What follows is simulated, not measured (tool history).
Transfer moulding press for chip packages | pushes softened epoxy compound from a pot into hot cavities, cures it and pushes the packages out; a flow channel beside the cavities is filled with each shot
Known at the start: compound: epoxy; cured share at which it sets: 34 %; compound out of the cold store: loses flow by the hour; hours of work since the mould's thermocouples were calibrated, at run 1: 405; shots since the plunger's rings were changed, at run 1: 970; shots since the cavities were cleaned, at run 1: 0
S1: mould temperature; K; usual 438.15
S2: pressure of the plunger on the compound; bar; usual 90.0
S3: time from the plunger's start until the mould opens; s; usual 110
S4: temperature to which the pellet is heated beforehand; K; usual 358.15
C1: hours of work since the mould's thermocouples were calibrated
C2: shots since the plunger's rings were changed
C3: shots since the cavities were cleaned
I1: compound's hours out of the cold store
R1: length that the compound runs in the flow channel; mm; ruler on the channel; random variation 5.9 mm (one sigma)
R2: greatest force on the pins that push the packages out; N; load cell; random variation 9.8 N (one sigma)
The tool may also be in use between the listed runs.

Run 1, hour 0.0: usual settings; C1 405; C2 970; C3 0; I1 17.9. Result: R1 956 mm, R2 466 N.
Run 2, hour 30.6: usual settings but S2 96.2 bar; C1 418; C2 1188; C3 218; I1 25.3. Result: R1 961 mm, R2 793 N.
Run 3, hour 61.1: usual settings but S2 96.2 bar; C1 430; C2 1405; C3 435; I1 28.0. Result: R1 939 mm, R2 949 N.
At hour 97.1: cavities cleaned with cleaning compound and waxed.
Run 4, hour 101.1: usual settings but S1 442.15 K; C1 446; C2 1679; C3 29; I1 11.2. Result: R1 949 mm, R2 484 N.
Run 5, hour 123.4: usual settings but S1 442.15 K; C1 456; C2 1838; C3 188; I1 14.7. Result: R1 932 mm, R2 718 N.
Run 6, hour 143.4: usual settings but S1 442.15 K; C1 464; C2 1980; C3 330; I1 39.9. Result: R1 854 mm, R2 806 N.
Run 7, hour 180.6: usual settings but S2 71.5 bar; C1 480; C2 2244; C3 594; I1 30.9. Result: R1 801 mm, R2 993 N.
At hour 195.0: cavities cleaned with cleaning compound and waxed.
Run 8, hour 202.7: usual settings; C1 488; C2 2391; C3 55; I1 24.2. Result: R1 915 mm, R2 561 N.
Run 9, hour 222.8: usual settings; C1 497; C2 2534; C3 198; I1 10.2. Result: R1 956 mm, R2 780 N.
Run 10, hour 245.7: usual settings but S3 119 s; C1 506; C2 2697; C3 361; I1 8.4. Result: R1 963 mm, R2 858 N.
Run 11, hour 276.7: usual settings but S3 119 s; C1 519; C2 2918; C3 582; I1 26.4. Result: R1 889 mm, R2 912 N.
At hour 291.5: cavities cleaned with cleaning compound and waxed.
Run 12, hour 318.4: usual settings; C1 536; C2 3204; C3 192; I1 9.2. Result: R1 935 mm, R2 766 N.
Run 13, hour 359.6: usual settings but S4 365.15 K; C1 553; C2 3497; C3 485; I1 43.4. Result: R1 836 mm, R2 959 N.
At hour 387.7: cavities cleaned with cleaning compound and waxed.
Run 14, hour 387.7: usual settings but S4 349.15 K; C1 565; C2 3687; C3 0; I1 15.0. Result: R1 932 mm, R2 482 N.
Run 15, hour 410.4: usual settings but S2 89.1 bar, S3 121 s; C1 574; C2 3848; C3 161; I1 15.9. Result: R1 906 mm, R2 622 N.
At hour 418.6: plunger's sealing rings changed.
At hour 448.4: mould's thermocouples calibrated.
Run 16, hour 452.1: usual settings but S2 89.1 bar, S3 121 s; C1 2; C2 225; C3 426; I1 42.0. Result: R1 875 mm, R2 855 N.
Run 17, hour 475.0: usual settings but S1 435.15 K, S3 103 s, S4 348.15 K; C1 11; C2 388; C3 589; I1 39.9. Result: R1 902 mm, R2 1188 N.
At hour 488.6: cavities cleaned with cleaning compound and waxed.
Run 18, hour 514.2: usual settings but S2 93.3 bar, S4 354.15 K; C1 27; C2 656; C3 182; I1 33.6. Result: R1 926 mm, R2 742 N.
Run 19, hour 540.0: usual settings but S2 93.3 bar, S3 106 s, S4 351.15 K; C1 38; C2 840; C3 366; I1 24.0. Result: R1 947 mm, R2 937 N.
Run 20, hour 576.6: usual settings but S2 93.3 bar, S3 106 s, S4 351.15 K; C1 53; C2 1100; C3 626; I1 20.8. Result: R1 962 mm, R2 1059 N.
At hour 585.2: cavities cleaned with cleaning compound and waxed.
Run 21, hour 611.5: usual settings but S1 435.15 K, S2 74.2 bar, S3 139 s; C1 67; C2 1338; C3 187; I1 31.5. Result: R1 831 mm, R2 687 N.
Run 22, hour 645.3: usual settings but S1 436.15 K, S3 131 s; C1 81; C2 1578; C3 427; I1 11.5. Result: R1 975 mm, R2 848 N.
At hour 681.5: cavities cleaned with cleaning compound and waxed.
Run 23, hour 683.6: usual settings but S1 436.15 K, S3 131 s; C1 97; C2 1840; C3 15; I1 16.3. Result: R1 950 mm, R2 457 N.
Run 24, hour 705.0: usual settings but S1 442.15 K, S2 102.3 bar, S3 120 s, S4 352.15 K; C1 106; C2 1992; C3 167; I1 34.4. Result: R1 914 mm, R2 607 N.
Run 25, hour 744.9: usual settings but S1 442.15 K, S2 102.3 bar, S3 120 s, S4 366.15 K; C1 122; C2 2276; C3 451; I1 31.1. Result: R1 929 mm, R2 814 N.
At hour 777.7: cavities cleaned with cleaning compound and waxed.
Run 26, hour 780.8: usual settings but S1 442.15 K, S2 102.3 bar, S3 120 s, S4 366.15 K; C1 137; C2 2521; C3 22; I1 27.3. Result: R1 932 mm, R2 465 N.
Run 27, hour 817.9: usual settings but S3 95 s, S4 359.15 K; C1 152; C2 2785; C3 286; I1 13.6. Result: R1 932 mm, R2 1023 N.

Forecast each of these 5 alternatives for the next run:
Run A, hour 845.4: usual settings but S2 68.1 bar, S3 101 s; C1 164; C2 2981; C3 482; I1 37.0. Result: R1 ?, R2 ?.
Run B, hour 845.4: usual settings but S3 115 s, S4 359.15 K; C1 164; C2 2981; C3 482; I1 12.8. Result: R1 ?, R2 ?.
Run C, hour 845.4: usual settings but S3 95 s, S4 359.15 K; C1 164; C2 2981; C3 482; I1 11.0. Result: R1 ?, R2 ?.
Run D, hour 845.4: usual settings but S1 440.15 K, S4 368.15 K; C1 164; C2 2981; C3 482; I1 13.6. Result: R1 ?, R2 ?.
Run E, hour 845.4: usual settings but S3 129 s; C1 164; C2 2981; C3 482; I1 41.7. Result: R1 ?, R2 ?.

run   R1    R2
  A  748  1026
  B  920   928
  C  937  1190
  D  908   862
  E  839   854
Without the tool's hidden state the same runs would have given:
run   R1   R2
  A  787  480
  B  969  439
  C  987  554
  D  956  409
  E  883  406
